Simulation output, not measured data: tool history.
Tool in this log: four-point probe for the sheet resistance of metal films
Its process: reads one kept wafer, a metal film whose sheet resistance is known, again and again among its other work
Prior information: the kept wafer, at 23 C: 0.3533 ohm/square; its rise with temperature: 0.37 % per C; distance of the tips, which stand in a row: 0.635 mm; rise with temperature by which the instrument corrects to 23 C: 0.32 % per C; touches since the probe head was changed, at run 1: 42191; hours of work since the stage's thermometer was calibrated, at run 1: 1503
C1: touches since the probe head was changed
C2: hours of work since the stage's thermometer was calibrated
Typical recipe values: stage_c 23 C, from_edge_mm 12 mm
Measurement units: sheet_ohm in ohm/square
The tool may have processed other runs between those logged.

{"run": 1, "hour": 0.0, "stage_c": 23, "from_edge_mm": 12, "C1": 42191, "C2": 1503, "sheet_ohm": 0.355349}
{"run": 2, "hour": 67.1, "stage_c": 23, "from_edge_mm": 12, "C1": 44160, "C2": 1552, "sheet_ohm": 0.355312}
{"run": 3, "hour": 134.8, "stage_c": 23, "from_edge_mm": 12, "C1": 46146, "C2": 1601, "sheet_ohm": 0.355247}
{"run": 4, "hour": 197.6, "stage_c": 23, "from_edge_mm": 12, "C1": 47989, "C2": 1647, "sheet_ohm": 0.3556}
{"run": 5, "hour": 241.1, "stage_c": 23, "from_edge_mm": 12, "C1": 49265, "C2": 1679, "sheet_ohm": 0.355436}
{"run": 6, "hour": 288.5, "stage_c": 23, "from_edge_mm": 8, "C1": 50655, "C2": 1713, "sheet_ohm": 0.356202}
{"run": 7, "hour": 342.6, "stage_c": 23, "from_edge_mm": 12, "C1": 52242, "C2": 1753, "sheet_ohm": 0.355551}
{"run": 8, "hour": 379.8, "stage_c": 23, "from_edge_mm": 16, "C1": 53332, "C2": 1780, "sheet_ohm": 0.355338}
{"run": 9, "hour": 444.5, "stage_c": 23, "from_edge_mm": 16, "C1": 55230, "C2": 1827, "sheet_ohm": 0.355426}
{"hour": 479.4, "done": "stage's thermometer calibrated"}
{"run": 10, "hour": 490.3, "stage_c": 23, "from_edge_mm": 11, "C1": 56560, "C2": 8, "sheet_ohm": 0.356548}
{"run": 11, "hour": 525.9, "stage_c": 23, "from_edge_mm": 12, "C1": 57606, "C2": 34, "sheet_ohm": 0.356297}
{"run": 12, "hour": 568.2, "stage_c": 34, "from_edge_mm": 12, "C1": 58847, "C2": 65, "sheet_ohm": 0.358353}
{"run": 13, "hour": 625.0, "stage_c": 34, "from_edge_mm": 12, "C1": 60512, "C2": 106, "sheet_ohm": 0.358599}
{"run": 14, "hour": 666.7, "stage_c": 34, "from_edge_mm": 12, "C1": 61734, "C2": 136, "sheet_ohm": 0.358423}
{"run": 15, "hour": 706.7, "stage_c": 32, "from_edge_mm": 7, "C1": 62909, "C2": 166, "sheet_ohm": 0.359186}
{"run": 16, "hour": 749.7, "stage_c": 32, "from_edge_mm": 7, "C1": 64171, "C2": 197, "sheet_ohm": 0.359278}
{"run": 17, "hour": 799.0, "stage_c": 27, "from_edge_mm": 32, "C1": 65616, "C2": 233, "sheet_ohm": 0.356922}
{"run": 18, "hour": 867.0, "stage_c": 29, "from_edge_mm": 37, "C1": 67613, "C2": 282, "sheet_ohm": 0.357271}
{"run": 19, "hour": 922.6, "stage_c": 26, "from_edge_mm": 12, "C1": 69244, "C2": 323, "sheet_ohm": 0.357143}

Run 20 has not been measured yet. What should we expect?
{"run": 20, "hour": 972.3, "stage_c": 24, "from_edge_mm": 4, "C1": 70700, "C2": 359, "sheet_ohm": "?"}

sheet_ohm: 0.361101 ohm/square
If the tool had no hidden condition, the same run with the same run-to-run variation would have returned sheet_ohm 0.358238 ohm/square.

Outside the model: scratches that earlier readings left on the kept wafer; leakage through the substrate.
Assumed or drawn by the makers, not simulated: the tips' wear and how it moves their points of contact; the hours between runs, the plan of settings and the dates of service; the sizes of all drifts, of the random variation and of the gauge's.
